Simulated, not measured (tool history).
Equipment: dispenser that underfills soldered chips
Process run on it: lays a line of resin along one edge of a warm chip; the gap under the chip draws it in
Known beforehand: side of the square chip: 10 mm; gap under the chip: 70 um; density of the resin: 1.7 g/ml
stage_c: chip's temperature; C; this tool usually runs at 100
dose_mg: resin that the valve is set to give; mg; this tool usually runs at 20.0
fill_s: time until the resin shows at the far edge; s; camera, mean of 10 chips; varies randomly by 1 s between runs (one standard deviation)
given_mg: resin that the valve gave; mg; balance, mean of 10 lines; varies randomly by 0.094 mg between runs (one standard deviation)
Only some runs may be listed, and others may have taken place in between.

run 1 hour=0.0 | stage_c=100 dose_mg=20.0 | fill_s=104.9 given_mg=19.01
run 2 hour=3.9 | stage_c=100 dose_mg=23.8 | fill_s=120.8 given_mg=22.56
run 3 hour=6.7 | stage_c=100 dose_mg=23.8 | fill_s=136.2 given_mg=22.57
-- hour=12.0 new syringe of resin
run 4 hour=12.2 | stage_c=100 dose_mg=23.8 | fill_s=94.8 given_mg=22.62
run 5 hour=15.3 | stage_c=100 dose_mg=23.8 | fill_s=107.7 given_mg=22.25
run 6 hour=18.5 | stage_c=100 dose_mg=23.8 | fill_s=121.8 given_mg=22.37
run 7 hour=22.1 | stage_c=98 dose_mg=24.5 | fill_s=151.1 given_mg=22.88
-- hour=26.7 new syringe of resin
run 8 hour=26.8 | stage_c=98 dose_mg=24.5 | fill_s=101.7 given_mg=22.75
run 9 hour=29.5 | stage_c=110 dose_mg=23.8 | fill_s=70.1 given_mg=22.25
run 10 hour=33.2 | stage_c=107 dose_mg=23.2 | fill_s=91.3 given_mg=21.57
run 11 hour=35.6 | stage_c=88 dose_mg=24.8 | fill_s=224.3 given_mg=22.96
run 12 hour=39.0 | stage_c=94 dose_mg=19.5 | fill_s=199.3 given_mg=17.93

Forecast each of these 4 alternatives for the next run:
-- hour=41.4 new syringe of resin
run A hour=42.0 | stage_c=113 dose_mg=23.0 | fill_s=? given_mg=?
-- hour=41.4 new syringe of resin
run B hour=42.0 | stage_c=99 dose_mg=23.3 | fill_s=? given_mg=?
-- hour=41.4 new syringe of resin
run C hour=42.0 | stage_c=89 dose_mg=20.0 | fill_s=? given_mg=?
-- hour=41.4 new syringe of resin
run D hour=42.0 | stage_c=100 dose_mg=22.0 | fill_s=? given_mg=?

run=A fill_s=57.3 given_mg=21.03
run=B fill_s=99.2 given_mg=21.30
run=C fill_s=156.6 given_mg=18.35
run=D fill_s=97.5 given_mg=20.28
Stripped of hidden state, with their random variation kept, the same runs would have yielded:
run=A fill_s=55.9 given_mg=22.85
run=B fill_s=97.1 given_mg=23.14
run=C fill_s=152.5 given_mg=19.93
run=D fill_s=95.2 given_mg=22.02
